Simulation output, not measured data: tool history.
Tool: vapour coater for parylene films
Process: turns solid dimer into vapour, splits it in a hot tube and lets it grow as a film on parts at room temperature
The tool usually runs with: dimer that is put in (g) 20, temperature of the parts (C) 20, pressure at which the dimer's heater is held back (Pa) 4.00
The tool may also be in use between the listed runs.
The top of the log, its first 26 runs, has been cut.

run     day  dimer that is put in (g)  temperature of the parts (C)  pressure at which the dimer's heater is held back (Pa)  thickness of the film (µm)
 27  17.704                        25                            19                                                    4.00                       15.51
 28  18.371                        25                            19                                                    4.00                       15.54
 29  19.304                        25                            19                                                    4.00                       15.43
 30  20.175                        25                            19                                                    4.00                       15.42
 31  20.921                        25                            19                                                    4.00                       15.29
 32  21.846                        25                            19                                                    4.00                       15.24
 33  22.450                        18                            16                                                    2.95                       12.19
 34  23.338                        18                            21                                                    9.99                        8.87
 35  24.067                        18                            30                                                    4.39                        8.60
 36  24.942                        12                            25                                                    2.39                        7.00
     25.204  -- trap's valve overhauled
 37  25.812                        12                            14                                                    2.39                        9.21
 38  26.275                        12                            14                                                    2.39                        9.19
 39  26.667                         8                            23                                                    3.16                        4.89
 40  27.358                         8                            23                                                    3.16                        4.88
 41  27.767                        18                            21                                                    2.73                       11.67
 42  28.538                        18                            21                                                    9.13                        9.30
 43  28.962                        18                            21                                                    9.13                        9.25
 44  29.425                        18                            21                                                    9.13                        9.27
 45  29.825                        18                            21                                                    9.13                        9.22
 46  30.733                        18                            21                                                    9.13                        9.18
 47  31.138                        20                            20                                                    2.60                       13.05

What if the next run were any one of these 3? Each begins from the tool's condition after run 47:
  A  32.008                        24                            17                                                    6.56                           ?
  B  32.008                        20                            19                                                   11.92                           ?
  C  32.008                        11                            20                                                    4.26                           ?

run  thickness of the film (µm)
  A                       13.92
  B                       10.04
  C                        6.53
Stripped of hidden state, with their random variation kept, the same runs would have yielded:
run  thickness of the film (µm)
  A                       14.33
  B                       10.34
  C                        6.73

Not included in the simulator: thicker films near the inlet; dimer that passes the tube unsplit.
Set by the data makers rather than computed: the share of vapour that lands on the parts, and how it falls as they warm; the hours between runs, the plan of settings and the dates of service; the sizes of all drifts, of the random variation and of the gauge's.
